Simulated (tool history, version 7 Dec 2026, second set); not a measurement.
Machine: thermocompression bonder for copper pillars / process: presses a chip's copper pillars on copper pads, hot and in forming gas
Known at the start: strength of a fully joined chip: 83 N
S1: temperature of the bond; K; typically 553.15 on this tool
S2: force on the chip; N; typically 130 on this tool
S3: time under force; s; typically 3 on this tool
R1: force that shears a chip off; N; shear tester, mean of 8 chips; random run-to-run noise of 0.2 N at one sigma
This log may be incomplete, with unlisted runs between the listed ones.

Run 1, day 0: usual settings. Result: R1 58.2 N.
Run 2, day 0.379: usual settings. Result: R1 58.1 N.
Run 3, day 0.883: usual settings. Result: R1 58 N.
Run 4, day 1.604: usual settings. Result: R1 57.4 N.
Run 5, day 1.925: usual settings but S3 2 s. Result: R1 51.9 N.
At day 2.067: forming gas filter changed.
Run 6, day 2.575: usual settings but S1 578.15 K. Result: R1 67.4 N.
Run 7, day 3.258: usual settings. Result: R1 59.3 N.
At day 3.375: force cell calibrated.
Run 8, day 3.804: usual settings but S2 94 N. Result: R1 47.4 N.
Run 9, day 4.283: usual settings but S2 94 N. Result: R1 47.4 N.
At day 4.917: force cell calibrated, once more.
Run 10, day 4.988: usual settings. Result: R1 57.9 N.
Run 11, day 5.529: usual settings but S1 557.15 K. Result: R1 59.2 N.
Run 12, day 5.983: usual settings but S1 557.15 K. Result: R1 59.1 N.
Run 13, day 6.488: usual settings but S1 541.15 K, S2 83 N. Result: R1 36.8 N.
Run 14, day 6.979: usual settings but S2 166 N. Result: R1 65.9 N.
At day 7.4: heater calibrated with a thermocouple chip.
Run 15, day 7.642: usual settings but S1 540.15 K, S3 6 s. Result: R1 64.4 N.
Run 16, day 8.246: usual settings but S1 570.15 K, S2 90 N, S3 8 s. Result: R1 64.7 N.
Run 17, day 8.646: usual settings but S1 570.15 K, S2 90 N, S3 8 s. Result: R1 65.1 N.
Run 18, day 9.188: usual settings but S1 570.15 K, S2 107 N, S3 2 s. Result: R1 51.7 N.
Run 19, day 9.488: usual settings but S1 570.15 K, S2 107 N, S3 2 s. Result: R1 51.8 N.
Run 20, day 9.867: usual settings but S1 552.15 K, S2 160 N. Result: R1 65.1 N.
At day 10.129: forming gas filter changed.
Run 21, day 10.354: usual settings but S1 557.15 K, S2 190 N, S3 7 s. Result: R1 79.8 N.

Predict each of these 5 candidate next runs independently; none follows another, all start after run 21:
Run A, day 10.833: usual settings but S3 2 s. Result: R1 ?.
Run B, day 10.833: usual settings but S1 525.15 K, S2 190 N, S3 7 s. Result: R1 ?.
Run C, day 10.833: usual settings but S1 530.15 K, S2 109 N, S3 2 s. Result: R1 ?.
Run D, day 10.833: usual settings but S2 125 N. Result: R1 ?.
Run E, day 10.833: usual settings but S1 551.15 K, S2 119 N, S3 2 s. Result: R1 ?.

run    R1
  A  54.9
  B    75
  C    40
  D  59.4
  E  50.7
What these runs would have given with no unlogged condition in the tool:
run    R1
  A  55.1
  B  75.2
  C  40.2
  D  59.6
  E  50.9

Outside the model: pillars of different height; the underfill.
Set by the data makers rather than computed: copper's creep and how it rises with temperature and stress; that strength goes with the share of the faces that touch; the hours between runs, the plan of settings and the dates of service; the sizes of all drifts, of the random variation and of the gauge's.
